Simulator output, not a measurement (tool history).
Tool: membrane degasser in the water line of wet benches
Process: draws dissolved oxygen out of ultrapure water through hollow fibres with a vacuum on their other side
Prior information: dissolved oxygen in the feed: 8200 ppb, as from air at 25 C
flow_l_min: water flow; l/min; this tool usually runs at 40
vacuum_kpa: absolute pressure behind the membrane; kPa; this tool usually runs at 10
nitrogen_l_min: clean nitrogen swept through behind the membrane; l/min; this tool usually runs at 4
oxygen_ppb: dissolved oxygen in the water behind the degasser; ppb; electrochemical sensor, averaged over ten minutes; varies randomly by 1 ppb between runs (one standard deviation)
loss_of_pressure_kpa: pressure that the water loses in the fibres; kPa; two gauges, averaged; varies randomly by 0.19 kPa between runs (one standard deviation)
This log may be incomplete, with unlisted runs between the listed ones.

run	hour	flow_l_min	vacuum_kpa	nitrogen_l_min	oxygen_ppb	loss_of_pressure_kpa
1	0	40	10	4	173.4	48.51
2	289	40	10	3.59	193.8	48.47
3	479.2	40	10	2.96	228	49.06
4	676.7	40	10	2.96	228.6	48.6
# hour 794.8: seals of the vacuum lines changed
5	1005.1	40	10	4	174.3	48.88
6	1326.4	40	10	4	174.2	48.91
7	1546.2	40	10	4	173.9	48.86
# hour 1699.8: vacuum gauge calibrated
8	1772.7	40	10	4	179.8	49.05
9	2012.5	40	10	4	179.2	49.09
10	2233.4	40	11.6	4	214.6	49.12
11	2420.6	40	11.6	6.88	133.2	49.24
12	2679	40	10	4.63	158.3	49.24
13	2897.2	40	10	4.63	159.8	49.39
14	3098.5	40	10	4.63	159.3	49.36
15	3297.7	40	11.2	3.19	252.7	49.45
# hour 3328.7: vacuum gauge calibrated, once more
16	3513.6	40	15.4	11.17	114.9	49.64
17	3700.1	45	10.6	7.29	122	55.98
18	3941.8	40	7.3	6.4	71.2	49.56
19	4184	31	16.6	6.4	161.6	38.72
20	4388.2	31	16.6	6.4	162.7	38.35
21	4556.8	54	18.8	4.75	422.8	67.13
22	4694.8	31	7.4	4.75	71.9	38.62
23	4888.3	45	10	10.92	83.2	56.43

Predict each of these 5 candidate next runs independently; none follows another, all start after run 23:
A	5106.5	38	6.7	2.44	?	?
B	5106.5	40	13.7	4	?	?
C	5106.5	45	10	10.82	?	?
D	5106.5	49	7.7	9.94	?	?
E	5106.5	26	10.3	10.92	?	?

run	oxygen_ppb	loss_of_pressure_kpa
A	136.3	47.46
B	255.2	50.01
C	82.8	55.86
D	72.3	61.41
E	45.4	32.08
The same runs, with their run-to-run variation unchanged, on a tool lacking any hidden condition would have given:
run	oxygen_ppb	loss_of_pressure_kpa
A	128.4	45.48
B	246.8	47.94
C	77.5	53.53
D	66.2	58.86
E	42.9	30.75
